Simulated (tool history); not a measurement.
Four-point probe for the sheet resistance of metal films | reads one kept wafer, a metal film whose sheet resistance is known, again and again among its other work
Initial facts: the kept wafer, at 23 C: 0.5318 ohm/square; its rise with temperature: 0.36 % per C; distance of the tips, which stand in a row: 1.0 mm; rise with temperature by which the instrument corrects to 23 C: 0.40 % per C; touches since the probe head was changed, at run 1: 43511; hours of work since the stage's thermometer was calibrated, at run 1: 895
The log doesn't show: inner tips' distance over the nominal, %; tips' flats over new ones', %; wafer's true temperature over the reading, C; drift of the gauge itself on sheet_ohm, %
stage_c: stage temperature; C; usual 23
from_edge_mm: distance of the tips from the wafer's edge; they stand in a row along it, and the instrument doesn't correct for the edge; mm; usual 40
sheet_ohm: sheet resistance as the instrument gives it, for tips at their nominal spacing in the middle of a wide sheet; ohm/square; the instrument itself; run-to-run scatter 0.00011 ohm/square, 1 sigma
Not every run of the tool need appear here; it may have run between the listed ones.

run     day  stage_c  from_edge_mm  touches since the probe head was changed  hours of work since the stage's thermometer was calibrated  sheet_ohm
  1   0.000       23            40                                     43511                                                         895   0.534877
  2   2.812       23            40                                     44868                                                         935   0.535142
  3   5.329       26            40                                     46082                                                         971   0.534388
  4   7.354       23            40                                     47059                                                        1001   0.535035
  5   9.771       23            40                                     48226                                                        1035   0.535226
  6  12.192       23            40                                     49394                                                        1070   0.535316
  7  14.950       26            40                                     50725                                                        1110   0.534704
  8  16.867       26            40                                     51649                                                        1138   0.534760
  9  19.225       31            40                                     52786                                                        1172   0.533910
 10  21.175       31            40                                     53727                                                        1200   0.533766
 11  23.996       21            40                                     55088                                                        1240   0.535850
 12  25.550       21            40                                     55838                                                        1263   0.535945
 13  27.358       23            34                                     56710                                                        1289   0.535541
 14  29.296       23             5                                     57645                                                        1317   0.546700
     29.588  -- stage's thermometer calibrated
 15  31.471       23             5                                     58685                                                          27   0.546720
 16  34.008       23            40                                     59909                                                          64   0.535543
 17  36.017       23            40                                     60878                                                          93   0.535524
 18  37.325       23            40                                     61510                                                         111   0.535504
 19  39.312       23             7                                     62467                                                         140   0.541099
 20  41.788       30            40                                     63662                                                         176   0.534133
 21  43.292       33            40                                     64387                                                         197   0.533690
 22  45.208       33            40                                     65312                                                         225   0.533884
 23  46.479       33            40                                     65925                                                         243   0.533686
     46.962  -- stage's thermometer calibrated, once more
 24  47.888       18            14                                     66595                                                          13   0.538786
 25  49.317       18            14                                     67285                                                          34   0.538792
 26  50.817       18            49                                     68008                                                          56   0.537389
 27  53.642       24            27                                     69370                                                          96   0.536288
 28  55.129       24            27                                     70088                                                         118   0.536502
 29  57.921       29             4                                     71436                                                         158   0.552630
 30  60.133       29            40                                     72504                                                         190   0.535431
 31  62.575       29            40                                     73681                                                         225   0.535314
 32  64.688       32             9                                     74700                                                         255   0.538285
 33  66.633       24             9                                     75639                                                         283   0.539962
 34  68.642       23             8                                     76609                                                         312   0.541034
 35  70.200       23             8                                     77359                                                         335   0.541012
 36  72.171       20             8                                     78310                                                         363   0.541657
 37  73.800       24            43                                     79097                                                         386   0.536524
 38  75.125       33            15                                     79736                                                         406   0.535945
 39  76.538       33            15                                     80417                                                         426   0.535773
 40  79.025       19            23                                     81617                                                         462   0.538190
 41  81.079       28             7                                     82608                                                         491   0.541653
 42  84.021       25            20                                     84027                                                         534   0.537260
 43  86.392       20             5                                     85172                                                         568   0.548663
 44  89.017       19            72                                     86438                                                         606   0.537688
 45  90.988       22            26                                     87388                                                         634   0.537725

Alternative continuations, all from the tool just after run 45; predict every row:
  A  92.679       21            40                                     88204                                                         658          ?
  B  92.679       24            40                                     88204                                                         658          ?
  C  92.679       23            57                                     88204                                                         658          ?
  D  92.679       34            70                                     88204                                                         658          ?

run  sheet_ohm
  A   0.537559
  B   0.537027
  C   0.536961
  D   0.534882
With the hidden condition removed and each run's random variation left untouched, the same runs would have given:
run  sheet_ohm
  A   0.532355
  B   0.531827
  C   0.531762
  D   0.529696
